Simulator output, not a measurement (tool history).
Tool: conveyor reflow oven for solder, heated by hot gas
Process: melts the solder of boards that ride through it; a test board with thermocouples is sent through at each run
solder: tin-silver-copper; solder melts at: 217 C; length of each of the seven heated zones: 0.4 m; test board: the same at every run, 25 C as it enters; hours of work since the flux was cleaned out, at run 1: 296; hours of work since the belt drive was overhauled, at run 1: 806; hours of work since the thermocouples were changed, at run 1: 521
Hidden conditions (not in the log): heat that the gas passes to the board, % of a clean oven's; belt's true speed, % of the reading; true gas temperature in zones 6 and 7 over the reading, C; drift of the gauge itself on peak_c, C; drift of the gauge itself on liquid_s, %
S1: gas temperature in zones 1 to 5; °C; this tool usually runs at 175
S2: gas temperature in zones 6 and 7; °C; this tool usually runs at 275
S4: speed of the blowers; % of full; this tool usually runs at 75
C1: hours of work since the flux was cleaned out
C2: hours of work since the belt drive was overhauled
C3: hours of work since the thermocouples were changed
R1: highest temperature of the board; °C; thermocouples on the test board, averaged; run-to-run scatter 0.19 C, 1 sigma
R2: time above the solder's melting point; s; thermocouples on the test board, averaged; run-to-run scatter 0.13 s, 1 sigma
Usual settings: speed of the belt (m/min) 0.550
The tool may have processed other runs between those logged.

run 1 hour=0.0 | S1=175 S2=275 speed_of_the_belt_(m/min)=0.550 S4=75 | C1=296 C2=806 C3=521 | R1=261.3 R2=72.6
-- hour=44.4 thermocouples of zones 6 and 7 changed
-- hour=87.2 flux residue cleaned out of gas plates and filters
run 2 hour=87.8 | S1=175 S2=275 speed_of_the_belt_(m/min)=0.550 S4=75 | C1=0 C2=868 C3=30 | R1=261.5 R2=72.6
run 3 hour=161.3 | S1=175 S2=275 speed_of_the_belt_(m/min)=0.550 S4=75 | C1=57 C2=925 C3=87 | R1=261.2 R2=72.7
run 4 hour=231.7 | S1=175 S2=275 speed_of_the_belt_(m/min)=0.550 S4=75 | C1=112 C2=980 C3=141 | R1=261.2 R2=72.7
run 5 hour=308.5 | S1=175 S2=275 speed_of_the_belt_(m/min)=0.550 S4=75 | C1=172 C2=1039 C3=201 | R1=261.4 R2=72.5
run 6 hour=391.4 | S1=175 S2=287 speed_of_the_belt_(m/min)=0.550 S4=75 | C1=236 C2=1104 C3=265 | R1=272.0 R2=78.0
run 7 hour=432.3 | S1=175 S2=287 speed_of_the_belt_(m/min)=0.550 S4=75 | C1=267 C2=1135 C3=297 | R1=272.0 R2=77.9
run 8 hour=499.2 | S1=175 S2=275 speed_of_the_belt_(m/min)=0.550 S4=75 | C1=319 C2=1187 C3=349 | R1=261.4 R2=72.6
run 9 hour=534.7 | S1=167 S2=275 speed_of_the_belt_(m/min)=0.550 S4=75 | C1=347 C2=1215 C3=376 | R1=260.1 R2=69.0
-- hour=551.0 flux residue cleaned out of gas plates and filters
run 10 hour=599.5 | S1=167 S2=275 speed_of_the_belt_(m/min)=0.550 S4=75 | C1=38 C2=1261 C3=422 | R1=260.1 R2=69.0
run 11 hour=661.4 | S1=167 S2=275 speed_of_the_belt_(m/min)=0.550 S4=75 | C1=86 C2=1309 C3=470 | R1=260.5 R2=68.8
run 12 hour=736.5 | S1=167 S2=275 speed_of_the_belt_(m/min)=0.550 S4=75 | C1=144 C2=1367 C3=529 | R1=260.6 R2=69.1
-- hour=773.1 thermocouples of zones 6 and 7 changed
run 13 hour=817.2 | S1=167 S2=275 speed_of_the_belt_(m/min)=0.550 S4=75 | C1=205 C2=1428 C3=34 | R1=260.5 R2=69.2
run 14 hour=874.5 | S1=167 S2=275 speed_of_the_belt_(m/min)=0.550 S4=75 | C1=249 C2=1473 C3=79 | R1=260.1 R2=68.8
run 15 hour=935.6 | S1=167 S2=275 speed_of_the_belt_(m/min)=0.550 S4=75 | C1=297 C2=1520 C3=126 | R1=260.1 R2=68.9
-- hour=943.4 belt drive overhauled, speed set with a stopwatch
run 16 hour=1001.0 | S1=167 S2=275 speed_of_the_belt_(m/min)=0.550 S4=75 | C1=344 C2=45 C3=173 | R1=260.4 R2=68.9
-- hour=1022.6 flux residue cleaned out of gas plates and filters
run 17 hour=1079.9 | S1=168 S2=283 speed_of_the_belt_(m/min)=0.605 S4=52 | C1=44 C2=102 C3=231 | R1=255.4 R2=57.5
run 18 hour=1160.1 | S1=161 S2=284 speed_of_the_belt_(m/min)=0.659 S4=52 | C1=107 C2=164 C3=293 | R1=250.1 R2=46.4
run 19 hour=1231.3 | S1=172 S2=268 speed_of_the_belt_(m/min)=0.511 S4=76 | C1=162 C2=219 C3=348 | R1=256.6 R2=74.6
run 20 hour=1314.4 | S1=172 S2=266 speed_of_the_belt_(m/min)=0.628 S4=83 | C1=226 C2=284 C3=413 | R1=250.7 R2=55.8
run 21 hour=1348.6 | S1=189 S2=275 speed_of_the_belt_(m/min)=0.648 S4=67 | C1=253 C2=310 C3=439 | R1=256.7 R2=63.0
run 22 hour=1415.2 | S1=189 S2=275 speed_of_the_belt_(m/min)=0.648 S4=67 | C1=304 C2=362 C3=491 | R1=256.6 R2=63.1
run 23 hour=1467.4 | S1=189 S2=275 speed_of_the_belt_(m/min)=0.648 S4=67 | C1=345 C2=402 C3=531 | R1=256.5 R2=62.8
-- hour=1484.9 flux residue cleaned out of gas plates and filters
-- hour=1501.6 thermocouples of zones 6 and 7 changed
run 24 hour=1531.5 | S1=172 S2=272 speed_of_the_belt_(m/min)=0.550 S4=75 | C1=35 C2=446 C3=23 | R1=258.4 R2=69.5
run 25 hour=1575.5 | S1=175 S2=275 speed_of_the_belt_(m/min)=0.606 S4=75 | C1=69 C2=481 C3=57 | R1=258.5 R2=63.5
run 26 hour=1648.3 | S1=186 S2=276 speed_of_the_belt_(m/min)=0.460 S4=75 | C1=125 C2=537 C3=114 | R1=268.2 R2=96.6
run 27 hour=1702.8 | S1=186 S2=276 speed_of_the_belt_(m/min)=0.460 S4=75 | C1=167 C2=579 C3=156 | R1=268.0 R2=96.6
run 28 hour=1758.4 | S1=186 S2=276 speed_of_the_belt_(m/min)=0.460 S4=75 | C1=210 C2=622 C3=199 | R1=267.8 R2=96.9
run 29 hour=1810.8 | S1=186 S2=275 speed_of_the_belt_(m/min)=0.445 S4=75 | C1=251 C2=663 C3=240 | R1=267.3 R2=100.0
run 30 hour=1893.3 | S1=175 S2=281 speed_of_the_belt_(m/min)=0.550 S4=73 | C1=315 C2=727 C3=304 | R1=266.3 R2=75.3

Branching from run 30: 4 alternative next runs. What would each branch give?
-- hour=1950.3 flux residue cleaned out of gas plates and filters
run A hour=1950.9 | S1=175 S2=281 speed_of_the_belt_(m/min)=0.550 S4=67 | C1=0 C2=768 C3=344 | R1=? R2=?
-- hour=1950.3 flux residue cleaned out of gas plates and filters
run B hour=1950.9 | S1=175 S2=282 speed_of_the_belt_(m/min)=0.456 S4=65 | C1=0 C2=768 C3=344 | R1=? R2=?
-- hour=1950.3 flux residue cleaned out of gas plates and filters
run C hour=1950.9 | S1=170 S2=275 speed_of_the_belt_(m/min)=0.550 S4=75 | C1=0 C2=768 C3=344 | R1=? R2=?
-- hour=1950.3 flux residue cleaned out of gas plates and filters
run D hour=1950.9 | S1=175 S2=268 speed_of_the_belt_(m/min)=0.550 S4=53 | C1=0 C2=768 C3=344 | R1=? R2=?

run=A R1=264.6 R2=74.0
run=B R1=270.8 R2=93.9
run=C R1=260.7 R2=70.5
run=D R1=249.0 R2=61.6
Without the tool's unlogged condition, the same runs would have read:
run=A R1=264.6 R2=73.9
run=B R1=270.8 R2=93.9
run=C R1=260.7 R2=70.5
run=D R1=249.0 R2=61.6
